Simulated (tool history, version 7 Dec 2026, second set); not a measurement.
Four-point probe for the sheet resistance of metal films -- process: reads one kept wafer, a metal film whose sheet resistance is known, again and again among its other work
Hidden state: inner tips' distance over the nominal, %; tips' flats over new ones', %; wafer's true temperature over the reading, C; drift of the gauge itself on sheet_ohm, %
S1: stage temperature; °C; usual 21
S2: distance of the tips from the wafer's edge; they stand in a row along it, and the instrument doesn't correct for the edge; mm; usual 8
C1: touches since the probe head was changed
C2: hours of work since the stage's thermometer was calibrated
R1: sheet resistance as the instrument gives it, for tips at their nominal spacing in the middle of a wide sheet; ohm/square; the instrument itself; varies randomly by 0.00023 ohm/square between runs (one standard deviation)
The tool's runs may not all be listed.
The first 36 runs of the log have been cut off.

| run | hour | S1 | S2 | C1 | C2 | R1 |
|---|---|---|---|---|---|---|
| 37 | 2735.0 | 20 | 29 | 23740 | 825 | 1.162689 |
| 38 | 2840.0 | 30 | 30 | 28120 | 889 | 1.173928 |
| 39 | 2922.2 | 30 | 30 | 31543 | 939 | 1.174300 |
| 40 | 2994.5 | 21 | 41 | 34558 | 983 | 1.165231 |
| 41 | 3097.8 | 29 | 3 | 38863 | 1045 | 1.190762 |
| 42 | 3162.0 | 29 | 3 | 41541 | 1084 | 1.191305 |
| 43 | 3252.0 | 29 | 3 | 45292 | 1139 | 1.191713 |
| 44 | 3313.7 | 19 | 29 | 47866 | 1176 | 1.163912 |
| 45 | 3366.2 | 19 | 29 | 50052 | 1208 | 1.163955 |

Forecast each of these 3 alternatives for the next run:
|  | 3394.6 | stage's thermometer calibrated |
| A | 3471.3 | 21 | 18 | 54414 | 46 | ? |
|  | 3394.6 | stage's thermometer calibrated |
| B | 3471.3 | 33 | 4 | 54414 | 46 | ? |
|  | 3394.6 | stage's thermometer calibrated |
| C | 3471.3 | 19 | 61 | 54414 | 46 | ? |

| run | R1 |
|---|---|
| A | 1.164939 |
| B | 1.187034 |
| C | 1.162399 |
Without the tool's hidden state the same runs would have given:
| run | R1 |
|---|---|
| A | 1.163605 |
| B | 1.185677 |
| C | 1.161068 |
